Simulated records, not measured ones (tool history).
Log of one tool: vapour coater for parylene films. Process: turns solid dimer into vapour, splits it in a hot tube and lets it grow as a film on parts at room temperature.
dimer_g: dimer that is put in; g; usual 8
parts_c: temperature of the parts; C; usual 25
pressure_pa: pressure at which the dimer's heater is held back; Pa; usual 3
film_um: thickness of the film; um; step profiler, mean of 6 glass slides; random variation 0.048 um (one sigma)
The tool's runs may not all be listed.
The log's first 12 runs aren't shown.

run     day  dimer_g  parts_c  pressure_pa  hours of work since the trap's valve was overhauled  hours of work since the table's thermometer was calibrated  film_um
 13  19.329        8       23            3                                                   74                                                         623     4.97
 14  20.762        8       23            3                                                  103                                                         652     4.87
 15  22.508        7       25            3                                                  139                                                         687     3.84
 16  23.892        7       25            3                                                  167                                                         716     3.82
 17  25.312        7       25            3                                                  196                                                         745     3.72
 18  26.508        7       25            3                                                  220                                                         769     3.67
     27.671  -- trap's valve overhauled, once more
 19  27.762        7       25            3                                                    2                                                         791     4.68
 20  29.012        7       25            3                                                   27                                                         817     4.63
 21  30.167        8       25            3                                                   51                                                         840     5.18
 22  31.438        8       25            3                                                   77                                                         866     5.19
 23  33.588        8       25            3                                                  121                                                         910     5.09
 24  35.225        8       25            3                                                  154                                                         943     5.12
 25  37.454        8       25            3                                                  200                                                         989     4.99
 26  38.392        8       25            3                                                  219                                                        1008     5.03
 27    39.5        8       25            3                                                  241                                                        1031     4.93
 28  41.088        8       25            3                                                  274                                                        1063     4.99
 29  42.062        8       25            3                                                  294                                                        1083     4.86
 30  43.271        9       25         2.35                                                  318                                                        1107     5.81
 31  44.854        7       17        10.03                                                  350                                                        1140     4.98
 32  46.471        6       25         3.48                                                  383                                                        1173     3.48
 33  48.588        4       29         3.23                                                  427                                                        1216     1.94
 34  49.971        9       22         3.23                                                  455                                                        1244     6.05
 35  51.725        8       18         4.24                                                  491                                                        1280     6.06
 36  52.779        5       18         4.66                                                  512                                                        1301     3.74
 37  54.142        8       24         2.42                                                  540                                                        1329     4.97

Forecast run 38:
     54.654  -- trap's valve overhauled
 38  55.879        8       24         2.42                                                   25                                                        1361        ?

film_um: 5.75 um
Without the tool's hidden state the same run would have given film_um 6.01 um.
